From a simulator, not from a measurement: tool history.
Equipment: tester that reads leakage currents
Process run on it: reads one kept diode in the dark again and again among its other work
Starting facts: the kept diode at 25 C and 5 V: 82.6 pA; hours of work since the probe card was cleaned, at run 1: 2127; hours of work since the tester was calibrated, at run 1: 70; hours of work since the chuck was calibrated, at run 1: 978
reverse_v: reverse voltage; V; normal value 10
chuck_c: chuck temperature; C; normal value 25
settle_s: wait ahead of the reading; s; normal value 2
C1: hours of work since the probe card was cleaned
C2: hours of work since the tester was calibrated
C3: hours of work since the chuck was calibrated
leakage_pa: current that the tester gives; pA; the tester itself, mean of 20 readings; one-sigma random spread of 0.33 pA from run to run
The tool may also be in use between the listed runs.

run 1 hour=0 | reverse_v=10 chuck_c=25 settle_s=2 | C1=2127 C2=70 C3=978 | leakage_pa=111.65
run 2 hour=47.1 | reverse_v=10 chuck_c=25 settle_s=1.08 | C1=2159 C2=101 C3=1010 | leakage_pa=111.22
run 3 hour=118.9 | reverse_v=10 chuck_c=25 settle_s=1.08 | C1=2206 C2=149 C3=1057 | leakage_pa=110.64
run 4 hour=153.4 | reverse_v=10 chuck_c=25 settle_s=1.08 | C1=2229 C2=172 C3=1080 | leakage_pa=110.99
run 5 hour=186.4 | reverse_v=10 chuck_c=25 settle_s=2 | C1=2251 C2=194 C3=1102 | leakage_pa=110.63
run 6 hour=222.9 | reverse_v=10 chuck_c=25 settle_s=2 | C1=2275 C2=218 C3=1127 | leakage_pa=110.53
run 7 hour=262 | reverse_v=10 chuck_c=25 settle_s=2 | C1=2301 C2=244 C3=1152 | leakage_pa=110.75
run 8 hour=316.3 | reverse_v=8.5 chuck_c=25 settle_s=2 | C1=2337 C2=280 C3=1189 | leakage_pa=103.34
run 9 hour=378.9 | reverse_v=10 chuck_c=21 settle_s=2 | C1=2379 C2=322 C3=1230 | leakage_pa=80.49
run 10 hour=449.3 | reverse_v=10 chuck_c=21 settle_s=2 | C1=2426 C2=368 C3=1277 | leakage_pa=80.3
run 11 hour=506.8 | reverse_v=10 chuck_c=25 settle_s=2 | C1=2464 C2=407 C3=1315 | leakage_pa=110.56
-- hour=515 chuck's temperature calibrated
run 12 hour=562.2 | reverse_v=10 chuck_c=25 settle_s=2 | C1=2499 C2=442 C3=31 | leakage_pa=108.87
run 13 hour=599 | reverse_v=10 chuck_c=25 settle_s=2 | C1=2524 C2=466 C3=56 | leakage_pa=109.3
run 14 hour=636.1 | reverse_v=10 chuck_c=25 settle_s=3.16 | C1=2549 C2=491 C3=80 | leakage_pa=108.47
run 15 hour=705.2 | reverse_v=1.4 chuck_c=30 settle_s=0.33 | C1=2594 C2=537 C3=126 | leakage_pa=72.3
run 16 hour=763 | reverse_v=2.2 chuck_c=25 settle_s=0.51 | C1=2633 C2=575 C3=165 | leakage_pa=57.54
run 17 hour=815.5 | reverse_v=10 chuck_c=39 settle_s=0.85 | C1=2668 C2=610 C3=200 | leakage_pa=319.04
-- hour=856.4 chuck's temperature calibrated, once more
run 18 hour=867.8 | reverse_v=10 chuck_c=20 settle_s=2 | C1=2701 C2=644 C3=8 | leakage_pa=77.12
run 19 hour=903.9 | reverse_v=8.1 chuck_c=44 settle_s=9.25 | C1=2725 C2=668 C3=32 | leakage_pa=441.09
run 20 hour=952 | reverse_v=10.7 chuck_c=20 settle_s=7.64 | C1=2757 C2=700 C3=63 | leakage_pa=78.68
run 21 hour=990.9 | reverse_v=1.8 chuck_c=25 settle_s=0.54 | C1=2783 C2=725 C3=89 | leakage_pa=55.59
run 22 hour=1063.5 | reverse_v=10 chuck_c=23 settle_s=0.47 | C1=2831 C2=774 C3=138 | leakage_pa=98.57
run 23 hour=1125.2 | reverse_v=10 chuck_c=23 settle_s=0.47 | C1=2872 C2=815 C3=179 | leakage_pa=98.12
run 24 hour=1197.4 | reverse_v=10 chuck_c=34 settle_s=0.63 | C1=2920 C2=863 C3=227 | leakage_pa=230.47
run 25 hour=1255.7 | reverse_v=6 chuck_c=24 settle_s=0.63 | C1=2959 C2=901 C3=265 | leakage_pa=84.1
run 26 hour=1290.3 | reverse_v=6.3 chuck_c=33 settle_s=0.84 | C1=2982 C2=924 C3=288 | leakage_pa=174.97

The same runs without the tool's hidden state, with the same run-to-run variation:
What the log doesn't record here: stray current of the dirty probe card, pA a volt; current scale over the true one, %; true chuck temperature over the reading, C; drift of the gauge itself on leakage_pa, %.
run=1 leakage_pa=109.86
run=2 leakage_pa=109.5
run=3 leakage_pa=109
run=4 leakage_pa=109.38
run=5 leakage_pa=109.06
run=6 leakage_pa=109
run=7 leakage_pa=109.26
run=8 leakage_pa=102.44
run=9 leakage_pa=78.02
run=10 leakage_pa=77.85
run=11 leakage_pa=109.27
run=12 leakage_pa=109.15
run=13 leakage_pa=109.61
run=14 leakage_pa=108.81
run=15 leakage_pa=75.71
run=16 leakage_pa=59.75
run=17 leakage_pa=331.22
run=18 leakage_pa=71.79
run=19 leakage_pa=440.73
run=20 leakage_pa=72.98
run=21 leakage_pa=55.22
run=22 leakage_pa=93.59
run=23 leakage_pa=93.2
run=24 leakage_pa=227.79
run=25 leakage_pa=81.75
run=26 leakage_pa=174.15

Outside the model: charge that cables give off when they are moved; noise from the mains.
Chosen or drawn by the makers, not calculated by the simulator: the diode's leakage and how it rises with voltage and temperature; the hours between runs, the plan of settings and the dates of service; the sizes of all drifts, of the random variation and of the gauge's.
